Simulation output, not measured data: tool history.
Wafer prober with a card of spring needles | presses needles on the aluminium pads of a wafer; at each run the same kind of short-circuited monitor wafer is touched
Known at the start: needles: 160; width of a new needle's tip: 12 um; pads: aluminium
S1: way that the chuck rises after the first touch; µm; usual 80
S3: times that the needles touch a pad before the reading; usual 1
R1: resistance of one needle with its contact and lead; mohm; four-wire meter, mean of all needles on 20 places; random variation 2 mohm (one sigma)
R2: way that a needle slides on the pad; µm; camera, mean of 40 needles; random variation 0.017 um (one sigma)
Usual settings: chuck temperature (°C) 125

run 1 day=0 | S1=80 chuck_temperature_(°C)=125 S3=1 | R1=313 R2=15.45
-- day=0.312 tips cleaned on abrasive film
-- day=1.071 tips cleaned on abrasive film
run 2 day=1.125 | S1=80 chuck_temperature_(°C)=125 S3=1 | R1=247 R2=15.47
-- day=1.85 tips cleaned on abrasive film
run 3 day=2.325 | S1=80 chuck_temperature_(°C)=125 S3=1 | R1=316 R2=15.44
-- day=2.679 tips cleaned on abrasive film
-- day=3.425 tips cleaned on abrasive film
run 4 day=3.583 | S1=80 chuck_temperature_(°C)=125 S3=1 | R1=274 R2=15.37
-- day=4.217 tips cleaned on abrasive film
run 5 day=4.408 | S1=80 chuck_temperature_(°C)=125 S3=1 | R1=284 R2=15.36
-- day=4.979 tips cleaned on abrasive film
-- day=5.204 height of the first contact set anew
-- day=5.738 tips cleaned on abrasive film
run 6 day=5.942 | S1=80 chuck_temperature_(°C)=125 S3=1 | R1=283 R2=15.48
-- day=6.588 tips cleaned on abrasive film
-- day=7.354 tips cleaned on abrasive film
run 7 day=7.504 | S1=80 chuck_temperature_(°C)=125 S3=1 | R1=275 R2=15.46
-- day=7.767 tips cleaned on abrasive film, once more
run 8 day=8.346 | S1=80 chuck_temperature_(°C)=125 S3=1 | R1=327 R2=15.43
-- day=8.642 tips cleaned on abrasive film
-- day=9.408 tips cleaned on abrasive film
run 9 day=9.788 | S1=80 chuck_temperature_(°C)=125 S3=1 | R1=309 R2=15.39
-- day=10.171 tips cleaned on abrasive film
run 10 day=10.858 | S1=80 chuck_temperature_(°C)=125 S3=1 | R1=330 R2=15.34
-- day=10.967 tips cleaned on abrasive film
-- day=11.712 height of the first contact set anew
-- day=11.888 tips cleaned on abrasive film
run 11 day=12.183 | S1=80 chuck_temperature_(°C)=125 S3=1 | R1=293 R2=15.48
-- day=12.638 tips cleaned on abrasive film
run 12 day=13.362 | S1=70 chuck_temperature_(°C)=125 S3=1 | R1=372 R2=13.55
-- day=13.508 tips cleaned on abrasive film
-- day=14.392 tips cleaned on abrasive film
run 13 day=15.075 | S1=80 chuck_temperature_(°C)=125 S3=1 | R1=333 R2=15.42
-- day=15.154 tips cleaned on abrasive film
-- day=15.958 tips cleaned on abrasive film
-- day=16.704 tips cleaned on abrasive film
run 14 day=16.704 | S1=80 chuck_temperature_(°C)=125 S3=1 | R1=237 R2=15.38
-- day=17.521 tips cleaned on abrasive film
run 15 day=17.929 | S1=80 chuck_temperature_(°C)=125 S3=1 | R1=309 R2=15.34
-- day=18.254 height of the first contact set anew
-- day=18.417 tips cleaned on abrasive film
-- day=19.175 tips cleaned on abrasive film
run 16 day=19.733 | S1=80 chuck_temperature_(°C)=125 S3=1 | R1=330 R2=15.47
-- day=20.042 tips cleaned on abrasive film
-- day=20.871 tips cleaned on abrasive film
run 17 day=21.158 | S1=80 chuck_temperature_(°C)=125 S3=1 | R1=302 R2=15.43
-- day=21.721 tips cleaned on abrasive film
run 18 day=22.058 | S1=61 chuck_temperature_(°C)=93 S3=1 | R1=358 R2=11.7
-- day=22.575 tips cleaned on abrasive film
-- day=23.454 tips cleaned on abrasive film
run 19 day=23.617 | S1=61 chuck_temperature_(°C)=93 S3=1 | R1=301 R2=11.68
-- day=24.321 tips cleaned on abrasive film
-- day=24.696 height of the first contact set anew
run 20 day=24.712 | S1=61 chuck_temperature_(°C)=93 S3=1 | R1=381 R2=11.81
-- day=25.096 tips cleaned on abrasive film
-- day=25.946 tips cleaned on abrasive film
run 21 day=26.392 | S1=86 chuck_temperature_(°C)=56 S3=1 | R1=305 R2=16.65
-- day=26.758 tips cleaned on abrasive film
run 22 day=27.3 | S1=86 chuck_temperature_(°C)=121 S3=1 | R1=316 R2=16.59
-- day=27.579 tips cleaned on abrasive film
-- day=28.358 tips cleaned on abrasive film
run 23 day=28.988 | S1=62 chuck_temperature_(°C)=26 S3=2 | R1=335 R2=11.93
-- day=29.117 tips cleaned on abrasive film
-- day=29.871 tips cleaned on abrasive film
-- day=30.625 tips cleaned on abrasive film
run 24 day=30.808 | S1=80 chuck_temperature_(°C)=32 S3=3 | R1=231 R2=15.34
-- day=31.2 height of the first contact set anew
-- day=31.462 tips cleaned on abrasive film
-- day=32.25 tips cleaned on abrasive film
run 25 day=32.617 | S1=80 chuck_temperature_(°C)=27 S3=1 | R1=298 R2=15.45
-- day=33.029 tips cleaned on abrasive film
run 26 day=33.458 | S1=81 chuck_temperature_(°C)=42 S3=1 | R1=312 R2=15.63
-- day=33.942 tips cleaned on abrasive film
-- day=34.754 tips cleaned on abrasive film
run 27 day=34.85 | S1=81 chuck_temperature_(°C)=42 S3=1 | R1=242 R2=15.57
-- day=35.529 tips cleaned on abrasive film
run 28 day=35.975 | S1=81 chuck_temperature_(°C)=30 S3=1 | R1=316 R2=15.56
-- day=36.279 tips cleaned on abrasive film
-- day=37.108 tips cleaned on abrasive film
run 29 day=37.558 | S1=75 chuck_temperature_(°C)=29 S3=1 | R1=336 R2=14.37
-- day=37.662 height of the first contact set anew
-- day=37.921 tips cleaned on abrasive film
run 30 day=38.521 | S1=73 chuck_temperature_(°C)=88 S3=1 | R1=366 R2=14.12

Forecast each of these 3 alternatives for the next run:
-- day=38.688 tips cleaned on abrasive film
-- day=39.529 tips cleaned on abrasive film
-- day=40.275 tips cleaned on abrasive film
run A day=40.275 | S1=66 chuck_temperature_(°C)=88 S3=2 | R1=? R2=?
-- day=38.688 tips cleaned on abrasive film
-- day=39.529 tips cleaned on abrasive film
-- day=40.275 tips cleaned on abrasive film
run B day=40.275 | S1=73 chuck_temperature_(°C)=85 S3=1 | R1=? R2=?
-- day=38.688 tips cleaned on abrasive film
-- day=39.529 tips cleaned on abrasive film
-- day=40.275 tips cleaned on abrasive film
run C day=40.275 | S1=62 chuck_temperature_(°C)=37 S3=2 | R1=? R2=?

run=A R1=230 R2=12.72
run=B R1=239 R2=14.07
run=C R1=225 R2=11.96
Without the tool's hidden state the same runs would have given:
run=A R1=216 R2=12.8
run=B R1=222 R2=14.15
run=C R1=209 R2=12.03
